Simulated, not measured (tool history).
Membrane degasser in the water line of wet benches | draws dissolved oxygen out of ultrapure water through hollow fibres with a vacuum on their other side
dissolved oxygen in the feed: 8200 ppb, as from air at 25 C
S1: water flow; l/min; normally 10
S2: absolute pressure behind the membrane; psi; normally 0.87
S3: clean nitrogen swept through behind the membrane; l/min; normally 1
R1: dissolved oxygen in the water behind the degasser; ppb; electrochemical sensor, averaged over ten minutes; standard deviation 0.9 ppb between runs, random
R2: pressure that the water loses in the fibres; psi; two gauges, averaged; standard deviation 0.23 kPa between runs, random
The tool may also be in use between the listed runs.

run 1 hour=0 | S1=10 S2=0.87 S3=1 | R1=87.2 R2=8.459
run 2 hour=53.6 | S1=10 S2=0.87 S3=1 | R1=87.7 R2=8.479
run 3 hour=97.1 | S1=10 S2=1.392 S3=1 | R1=170.1 R2=8.572
run 4 hour=151.9 | S1=10 S2=1.392 S3=1 | R1=174.3 R2=8.515
run 5 hour=213.7 | S1=10 S2=0.698 S3=1 | R1=58.3 R2=8.575
run 6 hour=277.2 | S1=10 S2=0.698 S3=1 | R1=60.1 R2=8.55
run 7 hour=315.8 | S1=10 S2=0.698 S3=1 | R1=59.7 R2=8.572
run 8 hour=372.6 | S1=10 S2=0.698 S3=1 | R1=59.1 R2=8.576
run 9 hour=403.8 | S1=10 S2=0.698 S3=1 | R1=59.9 R2=8.596
run 10 hour=431.2 | S1=10 S2=0.698 S3=1 | R1=60.4 R2=8.578
run 11 hour=464.3 | S1=10 S2=0.698 S3=1 | R1=59.7 R2=8.559
run 12 hour=509.5 | S1=10 S2=0.87 S3=1 | R1=88.4 R2=8.612
run 13 hour=535.3 | S1=10 S2=1.423 S3=1 | R1=178.1 R2=8.567
run 14 hour=579.7 | S1=10 S2=1.423 S3=1 | R1=175.4 R2=8.566
run 15 hour=622 | S1=10 S2=0.87 S3=1 | R1=90.7 R2=8.608
run 16 hour=681.8 | S1=10 S2=0.87 S3=1 | R1=90.7 R2=8.601
run 17 hour=718.4 | S1=10 S2=1.772 S3=1 | R1=234 R2=8.562
run 18 hour=765.2 | S1=7 S2=0.963 S3=0.51 | R1=117.3 R2=5.962
run 19 hour=796.4 | S1=11 S2=0.87 S3=1 | R1=107.3 R2=9.451
run 20 hour=857.3 | S1=11 S2=0.68 S3=2.72 | R1=47.7 R2=9.471
run 21 hour=908.3 | S1=13 S2=0.529 S3=0.68 | R1=86.6 R2=11.245
run 22 hour=949.8 | S1=13 S2=0.529 S3=0.68 | R1=84.2 R2=11.282
run 23 hour=977.7 | S1=13 S2=0.87 S3=0.81 | R1=165 R2=11.178
run 24 hour=1038.1 | S1=7 S2=1.632 S3=0.81 | R1=173.8 R2=6.076
run 25 hour=1076 | S1=15 S2=1.632 S3=0.59 | R1=529.3 R2=12.984
run 26 hour=1102.9 | S1=15 S2=1.632 S3=0.59 | R1=529.2 R2=12.881
run 27 hour=1164.3 | S1=15 S2=1.632 S3=0.59 | R1=523.7 R2=13.014
run 28 hour=1219.8 | S1=15 S2=1.227 S3=0.59 | R1=380.1 R2=12.997
run 29 hour=1263.2 | S1=15 S2=1.227 S3=0.59 | R1=381 R2=12.984
run 30 hour=1301.3 | S1=7 S2=1.375 S3=2.02 | R1=59.8 R2=6.052
run 31 hour=1358.1 | S1=8 S2=0.87 S3=2.8 | R1=28.8 R2=6.933
run 32 hour=1398.6 | S1=8 S2=0.87 S3=2.8 | R1=29.6 R2=6.965
run 33 hour=1453.4 | S1=6 S2=0.87 S3=2.34 | R1=20.8 R2=5.192

A few steps of R1 between consecutive runs. Split each: what settings, incoming material and random variation would produce without the hidden state, and what is left over for the hidden state, along with gauge scatter present in only one of the two compared results (measured, and without hidden state):
What the log doesn't record here: membrane still open, %; true pressure behind the membrane over the reading, kPa; air that leaks in behind the membrane, l/min; drift of the gauge itself on oxygen_ppb, %; drift of the gauge itself on loss_of_pressure_kpa, %.
Run 20 -> 21: S1 11 -> 13, S2 0.68 -> 0.529, S3 2.72 -> 0.68. R1 +38.9 ppb: hidden state +5.4, all else +33.5.
Run 24 -> 25: S1 7 -> 15, S3 0.81 -> 0.59. R1 +355.5 ppb: hidden state +9.6, all else +345.9.
Run 27 -> 28: S2 1.632 -> 1.227. R1 -143.6 ppb: hidden state -0.1, all else -143.5.
Run 29 -> 30: S1 15 -> 7, S2 1.227 -> 1.375, S3 0.59 -> 2.02. R1 -321.2 ppb: hidden state -13.6, all else -307.6.

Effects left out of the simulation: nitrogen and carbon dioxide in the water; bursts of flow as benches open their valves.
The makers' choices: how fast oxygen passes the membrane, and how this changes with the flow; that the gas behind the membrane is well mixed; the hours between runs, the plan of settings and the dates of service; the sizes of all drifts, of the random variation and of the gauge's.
